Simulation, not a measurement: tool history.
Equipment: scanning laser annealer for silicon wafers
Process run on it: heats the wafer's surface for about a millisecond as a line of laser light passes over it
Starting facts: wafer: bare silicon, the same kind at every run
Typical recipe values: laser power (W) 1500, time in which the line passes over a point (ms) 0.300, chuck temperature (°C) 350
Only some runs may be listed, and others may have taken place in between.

| run | day | laser power (W) | time in which the line passes over a point (ms) | chuck temperature (°C) | highest temperature of the surface (°C) |
|---|---|---|---|---|---|
| 1 | 0.000 | 1500 | 0.300 | 350 | 1122 |
| 2 | 1.892 | 1500 | 0.300 | 350 | 1126 |
| 3 | 3.396 | 1500 | 0.300 | 350 | 1123 |
| 4 | 4.871 | 1500 | 0.329 | 350 | 1156 |
| 5 | 6.796 | 1500 | 0.329 | 350 | 1152 |
| 6 | 8.075 | 1500 | 0.329 | 350 | 1152 |
| 7 | 10.350 | 1500 | 0.300 | 350 | 1120 |
| 8 | 12.425 | 1500 | 0.300 | 350 | 1118 |
| 9 | 13.800 | 1500 | 0.248 | 350 | 1055 |
| 10 | 15.088 | 1500 | 0.248 | 350 | 1055 |
| 11 | 17.379 | 1500 | 0.248 | 350 | 1050 |
| 12 | 19.567 | 1500 | 0.248 | 350 | 1050 |
|  | 20.638 | window over the wafer cleaned |
| 13 | 22.121 | 1500 | 0.300 | 350 | 1136 |
| 14 | 24.054 | 1500 | 0.300 | 350 | 1134 |
| 15 | 26.196 | 1500 | 0.300 | 350 | 1136 |
| 16 | 27.442 | 1325 | 0.300 | 350 | 1019 |
| 17 | 28.554 | 1325 | 0.300 | 350 | 1018 |
| 18 | 30.338 | 1325 | 0.300 | 350 | 1019 |
| 19 | 32.338 | 1620 | 0.300 | 350 | 1208 |
| 20 | 33.517 | 1500 | 0.272 | 350 | 1096 |
| 21 | 35.796 | 1440 | 0.228 | 350 | 1002 |
| 22 | 37.500 | 1549 | 0.225 | 329 | 1037 |
|  | 39.017 | optics aligned, line set to its width |
| 23 | 39.217 | 1555 | 0.294 | 329 | 1147 |
| 24 | 40.971 | 1587 | 0.225 | 329 | 1067 |
| 25 | 42.621 | 1500 | 0.241 | 350 | 1061 |
| 26 | 44.517 | 1591 | 0.300 | 319 | 1160 |
| 27 | 45.908 | 1591 | 0.300 | 319 | 1161 |
| 28 | 48.192 | 1597 | 0.365 | 344 | 1267 |
| 29 | 49.362 | 1597 | 0.358 | 390 | 1306 |
| 30 | 50.938 | 1597 | 0.358 | 390 | 1303 |
| 31 | 52.142 | 1549 | 0.300 | 373 | 1183 |
| 32 | 54.475 | 1468 | 0.373 | 338 | 1172 |
| 33 | 55.604 | 1350 | 0.300 | 386 | 1067 |
| 34 | 57.275 | 1370 | 0.300 | 350 | 1042 |
| 35 | 58.450 | 1547 | 0.293 | 350 | 1145 |
| 36 | 60.104 | 1558 | 0.300 | 383 | 1196 |
| 37 | 62.404 | 1500 | 0.304 | 310 | 1086 |
| 38 | 64.154 | 1590 | 0.304 | 310 | 1145 |
| 39 | 66.158 | 1632 | 0.263 | 350 | 1156 |
| 40 | 68.212 | 1299 | 0.339 | 310 | 989 |

Measured less the same run without the tool's hidden state. The same run-to-run variation is in both; the gauge's scatter may not be:
The tool's hidden condition here consists of: light that passes the window, % of a clean one's; laser's true power over the reading, %; width of the line over the set one, %; drift of the gauge itself on peak_c, C.
| run | highest temperature of the surface (°C) |
|---|---|
| 1 | -29 |
| 2 | -30 |
| 3 | -31 |
| 4 | -33 |
| 5 | -35 |
| 6 | -36 |
| 7 | -37 |
| 8 | -37 |
| 9 | -35 |
| 10 | -36 |
| 11 | -37 |
| 12 | -39 |
| 13 | -18 |
| 14 | -19 |
| 15 | -20 |
| 16 | -18 |
| 17 | -19 |
| 18 | -20 |
| 19 | -27 |
| 20 | -24 |
| 21 | -22 |
| 22 | -25 |
| 23 | -17 |
| 24 | -17 |
| 25 | -17 |
| 26 | -22 |
| 27 | -22 |
| 28 | -26 |
| 29 | -27 |
| 30 | -28 |
| 31 | -26 |
| 32 | -29 |
| 33 | -24 |
| 34 | -25 |
| 35 | -30 |
| 36 | -32 |
| 37 | -32 |
| 38 | -35 |
| 39 | -35 |
| 40 | -31 |

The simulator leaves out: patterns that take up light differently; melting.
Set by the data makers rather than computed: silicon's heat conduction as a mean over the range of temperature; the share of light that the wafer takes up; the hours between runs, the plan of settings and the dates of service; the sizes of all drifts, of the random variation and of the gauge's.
